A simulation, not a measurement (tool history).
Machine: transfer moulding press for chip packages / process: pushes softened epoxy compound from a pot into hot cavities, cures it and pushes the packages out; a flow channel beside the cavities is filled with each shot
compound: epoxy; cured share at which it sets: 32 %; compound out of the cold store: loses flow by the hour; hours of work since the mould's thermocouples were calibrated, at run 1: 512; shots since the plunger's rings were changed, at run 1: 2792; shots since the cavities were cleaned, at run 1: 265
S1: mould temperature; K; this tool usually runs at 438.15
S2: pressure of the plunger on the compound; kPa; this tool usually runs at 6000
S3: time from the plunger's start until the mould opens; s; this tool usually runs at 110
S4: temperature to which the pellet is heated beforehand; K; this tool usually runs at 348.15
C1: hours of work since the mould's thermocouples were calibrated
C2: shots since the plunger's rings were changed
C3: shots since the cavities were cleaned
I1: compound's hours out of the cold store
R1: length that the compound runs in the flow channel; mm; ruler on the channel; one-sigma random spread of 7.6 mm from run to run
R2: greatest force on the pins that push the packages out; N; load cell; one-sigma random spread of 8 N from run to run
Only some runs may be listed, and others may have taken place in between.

run	hour	S1	S2	S3	S4	C1	C2	C3	I1	R1	R2
1	0	438.15	6000	110	348.15	512	2792	265	18.8	837	485
# hour 19.6: cavities cleaned with cleaning compound and waxed
2	24.1	438.15	6000	110	348.15	527	3039	50	37.3	771	336
3	36.5	438.15	6000	110	348.15	535	3174	185	30.8	778	393
4	49.5	438.15	6000	110	348.15	543	3317	328	15.3	825	505
5	60.1	438.15	6000	110	348.15	550	3432	443	21.6	803	523
# hour 63.3: cavities cleaned with cleaning compound and waxed
6	80.5	438.15	6000	110	348.15	563	3638	188	37.1	762	416
# hour 84.6: mould's thermocouples calibrated
7	96.1	438.15	7420	110	348.15	8	3787	337	43.9	805	495
# hour 109.4: cavities cleaned with cleaning compound and waxed
8	114.8	438.15	6000	110	348.15	19	3975	59	43	737	384
9	124.1	438.15	6000	110	348.15	25	4077	161	24.5	785	460
10	138.4	438.15	6000	110	348.15	35	4232	316	25.1	776	519
# hour 153.7: cavities cleaned with cleaning compound and waxed
11	153.7	438.15	6000	110	347.15	44	4384	0	25.6	781	332
12	175.2	438.15	6000	110	347.15	58	4619	235	47.5	717	453
13	190.2	438.15	6000	110	347.15	68	4783	399	27	777	538
# hour 198.1: cavities cleaned with cleaning compound and waxed
# hour 211.1: plunger's sealing rings changed
14	212.3	438.15	6000	97	354.15	80	14	128	25.3	853	527
15	231.3	445.15	6890	142	352.15	93	221	335	20.1	908	327
# hour 245.2: cavities cleaned with cleaning compound and waxed
16	253.5	445.15	6890	142	352.15	107	448	92	29.3	857	255
17	269.9	437.15	4580	106	344.15	117	627	271	29.8	726	542
18	287	437.15	4580	106	344.15	129	813	457	28.7	726	626
# hour 290.2: cavities cleaned with cleaning compound and waxed
19	309.4	433.15	4580	149	344.15	143	1041	209	21.1	758	375
20	326.2	437.15	6000	110	346.15	154	1226	394	46.5	766	531
# hour 333.8: cavities cleaned with cleaning compound and waxed
21	346.8	433.15	6000	110	346.15	167	1434	142	14.6	876	648
22	368.8	433.15	6000	110	346.15	181	1674	382	15.2	878	786
# hour 378.2: cavities cleaned with cleaning compound and waxed
23	389	444.15	5740	133	346.15	194	1879	118	37.1	736	256

5 ways to go on from here, each from the tool as it stands after run 23. What would each give?
A	412.2	444.15	5740	95	350.15	209	2132	371	16	?	?
B	412.2	441.15	5740	133	346.15	209	2132	371	10.6	?	?
C	412.2	433.15	6030	135	348.15	209	2132	371	35.1	?	?
D	412.2	438.15	6000	118	348.15	209	2132	371	19.6	?	?
E	412.2	432.15	7370	110	348.15	209	2132	371	44.8	?	?

run	R1	R2
A	809	494
B	843	357
C	797	456
D	834	467
E	842	741
With no hidden state in the tool, these same runs would have given:
run	R1	R2
A	842	324
B	878	227
C	830	297
D	868	306
E	877	485
